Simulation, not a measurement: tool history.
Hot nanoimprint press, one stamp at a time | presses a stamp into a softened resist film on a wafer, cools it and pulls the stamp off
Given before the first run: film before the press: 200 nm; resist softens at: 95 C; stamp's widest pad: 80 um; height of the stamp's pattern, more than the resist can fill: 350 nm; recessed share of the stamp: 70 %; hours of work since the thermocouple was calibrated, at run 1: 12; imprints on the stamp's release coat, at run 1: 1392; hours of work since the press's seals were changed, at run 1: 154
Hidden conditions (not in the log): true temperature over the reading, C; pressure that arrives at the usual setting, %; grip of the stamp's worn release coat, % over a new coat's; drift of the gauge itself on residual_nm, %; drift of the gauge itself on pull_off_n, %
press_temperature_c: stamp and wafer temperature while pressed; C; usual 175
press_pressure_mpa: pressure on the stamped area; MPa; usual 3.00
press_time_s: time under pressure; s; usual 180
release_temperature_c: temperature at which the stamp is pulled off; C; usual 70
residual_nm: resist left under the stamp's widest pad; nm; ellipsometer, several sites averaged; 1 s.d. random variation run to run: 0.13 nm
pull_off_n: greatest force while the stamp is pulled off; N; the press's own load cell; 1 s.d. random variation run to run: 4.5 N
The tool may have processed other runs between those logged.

run    hour  press_temperature_c  press_pressure_mpa  press_time_s  release_temperature_c  hours of work since the thermocouple was calibrated  imprints on the stamp's release coat  hours of work since the press's seals were changed  residual_nm  pull_off_n
  1     0.0                  175                3.00           180                     70                                                   12                                  1392                                                 154         73.8         293
  2    70.4                  175                3.00           180                     70                                                   54                                  1535                                                 196         73.9         314
  3   141.3                  175                3.00           180                     70                                                   96                                  1680                                                 239         73.5         306
      167.5  -- stamp cleaned and given a new release coat
  4   182.9                  175                3.00           180                     70                                                  118                                    31                                                 260         73.4         229
  5   246.3                  175                3.00            99                     70                                                  155                                   160                                                 298         90.8         234
  6   306.9                  175                3.00           180                     71                                                  192                                   284                                                 334         73.0         231
  7   341.6                  175                3.00           180                     71                                                  212                                   355                                                 355         73.0         240
  8   405.6                  175                3.00           180                     71                                                  251                                   485                                                 393         72.9         247
  9   464.5                  175                3.00           180                     71                                                  286                                   605                                                 428         72.7         247
 10   514.9                  183                3.00           180                     70                                                  316                                   708                                                 458         59.0         258
 11   580.2                  175                3.00           180                     67                                                  355                                   841                                                 497         72.7         292
 12   643.2                  175                3.00           180                     59                                                  393                                   969                                                 535         72.3         359
 13   701.3                  175                3.06           180                     70                                                  428                                  1088                                                 570         71.4         280
      723.7  -- press's hydraulic seals changed and the load cell set to zero
 14   774.8                  175                3.06           180                     70                                                  467                                  1221                                                  31         70.3         286
      799.9  -- plate thermocouple calibrated
 15   843.6                  175                3.06           180                     70                                                   26                                  1355                                                  70         72.2         296
 16   906.7                  185                3.35           281                     76                                                   64                                  1484                                                 108         44.3         265
 17   949.1                  165                3.00           180                     57                                                   89                                  1570                                                 133         96.0         418
 18  1020.6                  165                3.00           180                     57                                                  132                                  1716                                                 176         95.7         430
     1031.1  -- stamp cleaned and given a new release coat
 19  1108.4                  166                2.14           124                     70                                                  181                                   157                                                 225        122.2         233
 20  1179.1                  183                1.94            96                     70                                                  223                                   301                                                 267         93.1         235
 21  1248.5                  175                3.00           100                     55                                                  265                                   443                                                 308         88.7         348
 22  1310.9                  175                3.00           100                     55                                                  302                                   570                                                 346         88.5         351
 23  1369.9                  175                3.00           100                     55                                                  337                                   690                                                 381         88.5         364
 24  1426.4                  167                2.58           268                     77                                                  371                                   805                                                 415         83.8         220
 25  1501.5                  167                2.58           268                     77                                                  416                                   958                                                 460         83.6         229
 26  1585.1                  167                2.58           268                     77                                                  466                                  1128                                                 510         83.4         223
     1611.0  -- plate thermocouple calibrated
 27  1639.3                  167                2.58           268                     77                                                   17                                  1233                                                 540         86.7         242
 28  1685.0                  175                2.63           185                     70                                                   44                                  1326                                                 568         78.4         302
     1712.3  -- press's hydraulic seals changed and the load cell set to zero
 29  1761.3                  175                2.63           185                     70                                                   85                                  1465                                                  29         77.3         298

Hidden state or all else? Some run-to-run changes of residual_nm, split into what the settings, what came in and random variation would give without the hidden state, and what is left for the hidden state (with any gauge scatter that isn't in both results):
Run 14 -> 15: plate thermocouple calibrated. residual_nm +1.9 nm: hidden state +2.1, all else -0.2.
Run 16 -> 17: press_temperature_c 185 -> 165, press_pressure_mpa 3.35 -> 3.00, press_time_s 281 -> 180, release_temperature_c 76 -> 57. residual_nm +51.7 nm: hidden state -0.7, all else +52.4.
Run 19 -> 20: press_temperature_c 166 -> 183, press_pressure_mpa 2.14 -> 1.94, press_time_s 124 -> 96. residual_nm -29.1 nm: hidden state +0.2, all else -29.3.
Run 26 -> 27: plate thermocouple calibrated. residual_nm +3.3 nm: hidden state +3.2, all else +0.1.
